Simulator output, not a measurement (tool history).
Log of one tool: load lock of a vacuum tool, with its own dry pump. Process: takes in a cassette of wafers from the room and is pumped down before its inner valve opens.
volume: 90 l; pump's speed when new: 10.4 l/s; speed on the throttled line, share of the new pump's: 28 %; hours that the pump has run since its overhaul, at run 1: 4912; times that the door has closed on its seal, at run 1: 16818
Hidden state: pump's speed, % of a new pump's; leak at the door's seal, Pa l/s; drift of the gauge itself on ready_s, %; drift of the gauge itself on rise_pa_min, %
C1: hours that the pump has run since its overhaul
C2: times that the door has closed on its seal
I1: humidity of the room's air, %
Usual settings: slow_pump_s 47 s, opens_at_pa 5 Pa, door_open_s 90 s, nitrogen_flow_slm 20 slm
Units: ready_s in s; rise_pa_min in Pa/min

{"run": 1, "hour": 0.0, "slow_pump_s": 47, "opens_at_pa": 5, "door_open_s": 90, "nitrogen_flow_slm": 20, "C1": 4912, "C2": 16818, "I1": 44.8, "ready_s": 126.5, "rise_pa_min": 0.167}
{"run": 2, "hour": 281.5, "slow_pump_s": 30, "opens_at_pa": 5, "door_open_s": 90, "nitrogen_flow_slm": 20, "C1": 5194, "C2": 17700, "I1": 45.7, "ready_s": 115.8, "rise_pa_min": 0.171}
{"run": 3, "hour": 481.2, "slow_pump_s": 47, "opens_at_pa": 5, "door_open_s": 90, "nitrogen_flow_slm": 20, "C1": 5394, "C2": 18326, "I1": 43.6, "ready_s": 125.6, "rise_pa_min": 0.174}
{"run": 4, "hour": 722.9, "slow_pump_s": 47, "opens_at_pa": 5, "door_open_s": 90, "nitrogen_flow_slm": 20, "C1": 5635, "C2": 19083, "I1": 44.6, "ready_s": 127.7, "rise_pa_min": 0.188}
{"run": 5, "hour": 1028.5, "slow_pump_s": 47, "opens_at_pa": 5, "door_open_s": 39, "nitrogen_flow_slm": 20, "C1": 5941, "C2": 20040, "I1": 42.7, "ready_s": 128.2, "rise_pa_min": 0.189}
{"run": 6, "hour": 1227.4, "slow_pump_s": 47, "opens_at_pa": 5, "door_open_s": 39, "nitrogen_flow_slm": 20, "C1": 6140, "C2": 20663, "I1": 44.6, "ready_s": 128.4, "rise_pa_min": 0.198}
{"run": 7, "hour": 1491.6, "slow_pump_s": 47, "opens_at_pa": 5, "door_open_s": 39, "nitrogen_flow_slm": 20, "C1": 6404, "C2": 21490, "I1": 42.1, "ready_s": 127.8, "rise_pa_min": 0.209}
{"run": 8, "hour": 1671.0, "slow_pump_s": 47, "opens_at_pa": 5, "door_open_s": 90, "nitrogen_flow_slm": 37, "C1": 6583, "C2": 22052, "I1": 46.5, "ready_s": 129.5, "rise_pa_min": 0.223}
{"run": 9, "hour": 1953.1, "slow_pump_s": 47, "opens_at_pa": 5, "door_open_s": 90, "nitrogen_flow_slm": 20, "C1": 6866, "C2": 22936, "I1": 42.7, "ready_s": 128.1, "rise_pa_min": 0.23}
{"run": 10, "hour": 2122.2, "slow_pump_s": 47, "opens_at_pa": 5, "door_open_s": 180, "nitrogen_flow_slm": 18, "C1": 7035, "C2": 23466, "I1": 46.1, "ready_s": 128.7, "rise_pa_min": 0.261}
{"run": 11, "hour": 2290.7, "slow_pump_s": 47, "opens_at_pa": 5, "door_open_s": 180, "nitrogen_flow_slm": 18, "C1": 7203, "C2": 23993, "I1": 45.1, "ready_s": 127.7, "rise_pa_min": 0.268}
{"run": 12, "hour": 2485.6, "slow_pump_s": 84, "opens_at_pa": 5, "door_open_s": 46, "nitrogen_flow_slm": 29, "C1": 7398, "C2": 24604, "I1": 44.0, "ready_s": 156.2, "rise_pa_min": 0.253}
{"run": 13, "hour": 2694.2, "slow_pump_s": 38, "opens_at_pa": 5, "door_open_s": 90, "nitrogen_flow_slm": 20, "C1": 7607, "C2": 25257, "I1": 43.6, "ready_s": 124.9, "rise_pa_min": 0.269}
{"run": 14, "hour": 2850.9, "slow_pump_s": 47, "opens_at_pa": 5, "door_open_s": 90, "nitrogen_flow_slm": 37, "C1": 7763, "C2": 25748, "I1": 45.5, "ready_s": 130.1, "rise_pa_min": 0.272}
{"run": 15, "hour": 3015.3, "slow_pump_s": 47, "opens_at_pa": 8, "door_open_s": 90, "nitrogen_flow_slm": 5, "C1": 7928, "C2": 26263, "I1": 43.4, "ready_s": 124.8, "rise_pa_min": 0.298}
{"run": 16, "hour": 3200.4, "slow_pump_s": 27, "opens_at_pa": 5, "door_open_s": 90, "nitrogen_flow_slm": 20, "C1": 8113, "C2": 26843, "I1": 44.7, "ready_s": 117.0, "rise_pa_min": 0.301}
{"run": 17, "hour": 3522.3, "slow_pump_s": 52, "opens_at_pa": 5, "door_open_s": 90, "nitrogen_flow_slm": 20, "C1": 8435, "C2": 27851, "I1": 40.5, "ready_s": 134.6, "rise_pa_min": 0.311}

5 ways to go on from here, each from the tool as it stands after run 17. What would each give?
{"run": "A", "hour": 3698.1, "slow_pump_s": 47, "opens_at_pa": 5, "door_open_s": 46, "nitrogen_flow_slm": 23, "C1": 8611, "C2": 28402, "I1": 45.5, "ready_s": "?", "rise_pa_min": "?"}
{"run": "B", "hour": 3698.1, "slow_pump_s": 47, "opens_at_pa": 5, "door_open_s": 154, "nitrogen_flow_slm": 20, "C1": 8611, "C2": 28402, "I1": 45.7, "ready_s": "?", "rise_pa_min": "?"}
{"run": "C", "hour": 3698.1, "slow_pump_s": 51, "opens_at_pa": 5, "door_open_s": 135, "nitrogen_flow_slm": 20, "C1": 8611, "C2": 28402, "I1": 46.3, "ready_s": "?", "rise_pa_min": "?"}
{"run": "D", "hour": 3698.1, "slow_pump_s": 58, "opens_at_pa": 5, "door_open_s": 223, "nitrogen_flow_slm": 11, "C1": 8611, "C2": 28402, "I1": 45.2, "ready_s": "?", "rise_pa_min": "?"}
{"run": "E", "hour": 3698.1, "slow_pump_s": 47, "opens_at_pa": 5, "door_open_s": 90, "nitrogen_flow_slm": 12, "C1": 8611, "C2": 28402, "I1": 44.1, "ready_s": "?", "rise_pa_min": "?"}

run=A ready_s=130.6 rise_pa_min=0.312
run=B ready_s=130.9 rise_pa_min=0.337
run=C ready_s=132.9 rise_pa_min=0.333
run=D ready_s=136.6 rise_pa_min=0.347
run=E ready_s=131.0 rise_pa_min=0.328
Without the tool's hidden state the same runs would have given:
run=A ready_s=121.7 rise_pa_min=0.016
run=B ready_s=121.9 rise_pa_min=0.039
run=C ready_s=124.0 rise_pa_min=0.038
run=D ready_s=128.0 rise_pa_min=0.049
run=E ready_s=122.0 rise_pa_min=0.032

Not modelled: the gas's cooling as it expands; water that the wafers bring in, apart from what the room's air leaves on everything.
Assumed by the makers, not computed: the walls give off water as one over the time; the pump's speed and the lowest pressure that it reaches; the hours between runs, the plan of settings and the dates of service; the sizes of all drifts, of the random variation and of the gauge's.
